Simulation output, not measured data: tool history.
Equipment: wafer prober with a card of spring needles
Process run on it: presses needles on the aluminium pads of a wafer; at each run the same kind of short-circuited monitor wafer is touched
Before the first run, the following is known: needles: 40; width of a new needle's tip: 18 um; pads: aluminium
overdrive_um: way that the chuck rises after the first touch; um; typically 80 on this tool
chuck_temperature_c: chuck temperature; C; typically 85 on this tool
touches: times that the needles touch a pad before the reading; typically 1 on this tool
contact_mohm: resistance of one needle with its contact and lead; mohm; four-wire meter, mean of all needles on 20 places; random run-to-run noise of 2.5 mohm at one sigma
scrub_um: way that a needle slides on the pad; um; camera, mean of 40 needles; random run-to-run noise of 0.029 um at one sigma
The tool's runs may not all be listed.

run   hour  overdrive_um  chuck_temperature_c  touches  contact_mohm  scrub_um
  1    0.0            80                   85        1           319     11.25
       1.3  -- tips cleaned on abrasive film
  2    7.2            80                   85        1           311     11.26
      13.8  -- tips cleaned on abrasive film
  3   19.5            80                   85        1           303     11.25
      26.7  -- tips cleaned on abrasive film
  4   30.8            80                   85        1           304     11.21
      38.5  -- tips cleaned on abrasive film
  5   38.5            80                   85        1           297     11.21
  6   47.1            80                   85        1           312     11.23
      50.7  -- tips cleaned on abrasive film
  7   52.9            80                   85        1           304     11.20
      63.0  -- tips cleaned on abrasive film
  8   65.7            80                   85        1           300     11.21
      75.2  -- tips cleaned on abrasive film
  9   77.0            80                   85        1           300     11.22
 10   85.1            80                   85        1           309     11.19
      87.9  -- tips cleaned on abrasive film
 11   96.4            80                   85        1           314     11.18
     100.5  -- tips cleaned on abrasive film
 12  108.0            80                   85        1           316     11.14
     112.8  -- tips cleaned on abrasive film
 13  116.3            80                   85        2           301     11.13
     125.3  -- tips cleaned on abrasive film
 14  127.2            80                   85        1           303     11.05
 15  135.9            80                   85        1           315     11.13
     137.2  -- tips cleaned on abrasive film
 16  147.3            80                   85        2           299     11.11
     149.1  -- tips cleaned on abrasive film
 17  156.9            80                   85        2           306     11.07
     161.0  -- tips cleaned on abrasive film
 18  162.9            71                   90        2           306      9.76
 19  168.8            73                   46        1           310     10.07
     173.1  -- tips cleaned on abrasive film
 20  176.6            73                   72        1           305      9.98
     186.0  -- tips cleaned on abrasive film
 21  190.0            80                   33        1           288     11.05
     198.2  -- tips cleaned on abrasive film
 22  198.7            81                   44        1           288     11.14
     210.3  -- tips cleaned on abrasive film
 23  211.6            69                   80        1           306      9.41
 24  219.7            69                   80        1           325      9.42
     222.2  -- tips cleaned on abrasive film
 25  231.4            63                   69        2           316      8.49
     235.2  -- tips cleaned on abrasive film
 26  244.2            80                   56        1           305     10.97
     247.3  -- tips cleaned on abrasive film
 27  256.2            93                   72        1           305     12.86
     259.8  -- tips cleaned on abrasive film
 28  268.0            93                   72        1           303     12.84
     272.4  -- tips cleaned on abrasive film
 29  276.8            92                   72        1           300     12.64
     284.8  -- tips cleaned on abrasive film
 30  287.5            92                   72        1           298     12.63
     297.2  -- tips cleaned on abrasive film
 31  298.1            92                   78        1           300     12.68
     307.0  -- height of the first contact set anew
     310.1  -- tips cleaned on abrasive film
 32  310.5            92                   78        1           295     13.20
     322.3  -- tips cleaned on abrasive film
 33  322.3            72                   31        2           284     10.35

Some steps in contact_mohm, run to run, broken into two amounts with sign: the step expected even without the hidden condition (settings, incoming material, random variation), and the rest, left for the hidden condition together with whatever gauge scatter is not in both the measured and the hidden-condition-free result:
The tool's hidden condition here consists of: debris on the tips, nm; way that the needles fall short of the set height, um; tips' diameter, um; drift of the gauge itself on contact_mohm, %; drift of the gauge itself on scrub_um, %.
Run 5 -> 6: settings left as they were, no log entry in between. contact_mohm +15 mohm: hidden state +16, all else -1.
Run 18 -> 19: overdrive_um 71 -> 73, chuck_temperature_c 90 -> 46, touches 2 -> 1. contact_mohm +4 mohm: hidden state +17, all else -13.
Run 20 -> 21: overdrive_um 73 -> 80, chuck_temperature_c 72 -> 33, tips cleaned on abrasive film. contact_mohm -17 mohm: hidden state +0, all else -17.
Run 22 -> 23: overdrive_um 81 -> 69, chuck_temperature_c 44 -> 80, tips cleaned on abrasive film. contact_mohm +18 mohm: hidden state +7, all else +11.
Run 23 -> 24: settings left as they were, no log entry in between. contact_mohm +19 mohm: hidden state +19, all else +0.
